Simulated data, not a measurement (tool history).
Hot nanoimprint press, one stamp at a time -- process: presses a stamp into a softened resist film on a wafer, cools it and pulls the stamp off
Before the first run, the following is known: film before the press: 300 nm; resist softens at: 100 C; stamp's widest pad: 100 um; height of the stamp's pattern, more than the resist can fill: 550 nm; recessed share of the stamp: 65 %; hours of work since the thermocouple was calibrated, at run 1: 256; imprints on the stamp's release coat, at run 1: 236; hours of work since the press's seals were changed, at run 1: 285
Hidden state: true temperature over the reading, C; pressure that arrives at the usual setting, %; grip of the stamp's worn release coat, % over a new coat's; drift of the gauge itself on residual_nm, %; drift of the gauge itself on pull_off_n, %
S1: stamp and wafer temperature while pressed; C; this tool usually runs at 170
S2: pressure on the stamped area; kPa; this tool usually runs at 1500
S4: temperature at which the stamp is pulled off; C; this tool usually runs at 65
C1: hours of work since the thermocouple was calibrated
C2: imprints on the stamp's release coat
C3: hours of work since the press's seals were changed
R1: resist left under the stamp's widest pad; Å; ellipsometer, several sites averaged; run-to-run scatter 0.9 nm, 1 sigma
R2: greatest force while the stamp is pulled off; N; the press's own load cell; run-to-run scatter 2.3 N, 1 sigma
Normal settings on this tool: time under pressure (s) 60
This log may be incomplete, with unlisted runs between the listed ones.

{"run": 1, "day": 0.0, "S1": 170, "S2": 1500, "time under pressure (s)": 60, "S4": 65, "C1": 256, "C2": 236, "C3": 285, "R1": 1323, "R2": 111}
{"run": 2, "day": 1.104, "S1": 170, "S2": 1500, "time under pressure (s)": 60, "S4": 65, "C1": 272, "C2": 314, "C3": 300, "R1": 1316, "R2": 111}
{"run": 3, "day": 1.925, "S1": 170, "S2": 1500, "time under pressure (s)": 60, "S4": 65, "C1": 283, "C2": 372, "C3": 312, "R1": 1345, "R2": 118}
{"run": 4, "day": 2.392, "S1": 170, "S2": 1500, "time under pressure (s)": 60, "S4": 60, "C1": 290, "C2": 405, "C3": 318, "R1": 1359, "R2": 122}
{"run": 5, "day": 3.129, "S1": 170, "S2": 1500, "time under pressure (s)": 60, "S4": 60, "C1": 300, "C2": 458, "C3": 328, "R1": 1364, "R2": 121}
{"run": 6, "day": 4.162, "S1": 170, "S2": 1500, "time under pressure (s)": 60, "S4": 60, "C1": 315, "C2": 531, "C3": 343, "R1": 1366, "R2": 122}
{"run": 7, "day": 5.158, "S1": 170, "S2": 1500, "time under pressure (s)": 60, "S4": 60, "C1": 329, "C2": 601, "C3": 357, "R1": 1362, "R2": 128}
{"run": 8, "day": 5.788, "S1": 170, "S2": 1500, "time under pressure (s)": 60, "S4": 60, "C1": 337, "C2": 646, "C3": 366, "R1": 1367, "R2": 126}
{"run": 9, "day": 6.662, "S1": 170, "S2": 1500, "time under pressure (s)": 60, "S4": 60, "C1": 350, "C2": 708, "C3": 378, "R1": 1376, "R2": 131}
{"run": 10, "day": 7.179, "S1": 170, "S2": 1500, "time under pressure (s)": 60, "S4": 60, "C1": 357, "C2": 744, "C3": 385, "R1": 1355, "R2": 134}
{"run": 11, "day": 7.838, "S1": 170, "S2": 1500, "time under pressure (s)": 60, "S4": 65, "C1": 366, "C2": 791, "C3": 395, "R1": 1364, "R2": 127}
{"run": 12, "day": 8.962, "S1": 170, "S2": 1500, "time under pressure (s)": 60, "S4": 65, "C1": 382, "C2": 871, "C3": 410, "R1": 1390, "R2": 132}
{"run": 13, "day": 9.567, "S1": 170, "S2": 1500, "time under pressure (s)": 91, "S4": 65, "C1": 391, "C2": 914, "C3": 419, "R1": 1175, "R2": 136}
{"run": 14, "day": 10.3, "S1": 170, "S2": 1500, "time under pressure (s)": 91, "S4": 65, "C1": 401, "C2": 965, "C3": 429, "R1": 1178, "R2": 138}
{"run": 15, "day": 11.371, "S1": 170, "S2": 1500, "time under pressure (s)": 91, "S4": 65, "C1": 416, "C2": 1041, "C3": 444, "R1": 1206, "R2": 144}
{"run": 16, "day": 12.312, "S1": 170, "S2": 1500, "time under pressure (s)": 91, "S4": 65, "C1": 429, "C2": 1108, "C3": 457, "R1": 1191, "R2": 144}
{"run": 17, "day": 13.171, "S1": 160, "S2": 1500, "time under pressure (s)": 47, "S4": 65, "C1": 441, "C2": 1169, "C3": 469, "R1": 2371, "R2": 151}
{"run": 18, "day": 14.212, "S1": 164, "S2": 1050, "time under pressure (s)": 60, "S4": 71, "C1": 456, "C2": 1242, "C3": 484, "R1": 2119, "R2": 143}
{"day": 15.071, "done": "stamp cleaned and given a new release coat"}
{"run": 19, "day": 15.588, "S1": 177, "S2": 1360, "time under pressure (s)": 108, "S4": 71, "C1": 472, "C2": 36, "C3": 500, "R1": 789, "R2": 99}
{"run": 20, "day": 16.258, "S1": 171, "S2": 1150, "time under pressure (s)": 81, "S4": 68, "C1": 481, "C2": 84, "C3": 509, "R1": 1350, "R2": 102}
{"run": 21, "day": 16.946, "S1": 171, "S2": 1150, "time under pressure (s)": 81, "S4": 68, "C1": 491, "C2": 132, "C3": 519, "R1": 1345, "R2": 108}
{"run": 22, "day": 17.408, "S1": 171, "S2": 1150, "time under pressure (s)": 81, "S4": 68, "C1": 497, "C2": 165, "C3": 526, "R1": 1343, "R2": 103}
{"run": 23, "day": 18.196, "S1": 171, "S2": 1150, "time under pressure (s)": 81, "S4": 68, "C1": 508, "C2": 221, "C3": 537, "R1": 1353, "R2": 111}
{"run": 24, "day": 19.112, "S1": 170, "S2": 950, "time under pressure (s)": 60, "S4": 65, "C1": 521, "C2": 286, "C3": 549, "R1": 1723, "R2": 113}
{"day": 19.433, "done": "plate thermocouple calibrated"}
{"run": 25, "day": 20.129, "S1": 177, "S2": 1180, "time under pressure (s)": 60, "S4": 65, "C1": 10, "C2": 349, "C3": 562, "R1": 960, "R2": 110}
{"run": 26, "day": 20.908, "S1": 180, "S2": 1180, "time under pressure (s)": 50, "S4": 65, "C1": 21, "C2": 404, "C3": 573, "R1": 887, "R2": 114}
{"run": 27, "day": 21.571, "S1": 180, "S2": 1400, "time under pressure (s)": 60, "S4": 65, "C1": 30, "C2": 451, "C3": 582, "R1": 763, "R2": 114}
{"run": 28, "day": 22.379, "S1": 170, "S2": 2350, "time under pressure (s)": 35, "S4": 65, "C1": 41, "C2": 508, "C3": 594, "R1": 1291, "R2": 120}
{"run": 29, "day": 22.921, "S1": 170, "S2": 2350, "time under pressure (s)": 35, "S4": 65, "C1": 49, "C2": 547, "C3": 601, "R1": 1297, "R2": 118}

Consider 5 possible next runs. They are alternatives, not a sequence: every one starts from the tool as it was left by run 29. What does each give?
{"run": "A", "day": 23.758, "S1": 174, "S2": 1500, "time under pressure (s)": 60, "S4": 65, "C1": 61, "C2": 606, "C3": 613, "R1": "?", "R2": "?"}
{"run": "B", "day": 23.758, "S1": 170, "S2": 1220, "time under pressure (s)": 114, "S4": 65, "C1": 61, "C2": 606, "C3": 613, "R1": "?", "R2": "?"}
{"run": "C", "day": 23.758, "S1": 170, "S2": 2350, "time under pressure (s)": 89, "S4": 65, "C1": 61, "C2": 606, "C3": 613, "R1": "?", "R2": "?"}
{"run": "D", "day": 23.758, "S1": 170, "S2": 1960, "time under pressure (s)": 35, "S4": 65, "C1": 61, "C2": 606, "C3": 613, "R1": "?", "R2": "?"}
{"run": "E", "day": 23.758, "S1": 171, "S2": 1500, "time under pressure (s)": 56, "S4": 64, "C1": 61, "C2": 606, "C3": 613, "R1": "?", "R2": "?"}

run=A R1=1025 R2=126
run=B R1=1082 R2=118
run=C R1=882 R2=121
run=D R1=1394 R2=126
run=E R1=1251 R2=127
Take away the tool's hidden state, keep each run's random variation, and the runs would have read:
run=A R1=999 R2=104
run=B R1=1058 R2=98
run=C R1=850 R2=100
run=D R1=1355 R2=105
run=E R1=1221 R2=105
